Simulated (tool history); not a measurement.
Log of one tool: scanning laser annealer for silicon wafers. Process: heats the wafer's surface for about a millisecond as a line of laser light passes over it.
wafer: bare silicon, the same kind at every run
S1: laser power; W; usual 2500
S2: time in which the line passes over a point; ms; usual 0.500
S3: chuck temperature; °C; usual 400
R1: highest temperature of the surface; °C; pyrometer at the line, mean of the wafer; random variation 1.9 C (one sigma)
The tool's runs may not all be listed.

{"run": 1, "hour": 0.0, "S1": 2500, "S2": 0.5, "S3": 400, "R1": 1162}
{"run": 2, "hour": 11.3, "S1": 2500, "S2": 0.5, "S3": 400, "R1": 1164}
{"run": 3, "hour": 22.8, "S1": 2422, "S2": 0.5, "S3": 400, "R1": 1140}
{"run": 4, "hour": 37.5, "S1": 2422, "S2": 0.5, "S3": 400, "R1": 1136}
{"run": 5, "hour": 50.6, "S1": 2500, "S2": 0.5, "S3": 367, "R1": 1128}
{"run": 6, "hour": 65.4, "S1": 2500, "S2": 0.5, "S3": 367, "R1": 1132}
{"run": 7, "hour": 79.5, "S1": 2242, "S2": 0.392, "S3": 367, "R1": 962}
{"run": 8, "hour": 91.8, "S1": 2242, "S2": 0.392, "S3": 367, "R1": 969}
{"run": 9, "hour": 108.1, "S1": 2242, "S2": 0.576, "S3": 415, "R1": 1151}
{"run": 10, "hour": 117.3, "S1": 2242, "S2": 0.576, "S3": 415, "R1": 1147}
{"run": 11, "hour": 126.5, "S1": 2242, "S2": 0.576, "S3": 386, "R1": 1117}

Forecast each of these 3 alternatives for the next run:
{"run": "A", "hour": 140.3, "S1": 2674, "S2": 0.431, "S3": 372, "R1": "?"}
{"run": "B", "hour": 140.3, "S1": 2490, "S2": 0.42, "S3": 385, "R1": "?"}
{"run": "C", "hour": 140.3, "S1": 2411, "S2": 0.383, "S3": 364, "R1": "?"}

run=A R1=1122
run=B R1=1077
run=C R1=999
Without the tool's hidden state the same runs would have given:
run=A R1=1170
run=B R1=1121
run=C R1=1039
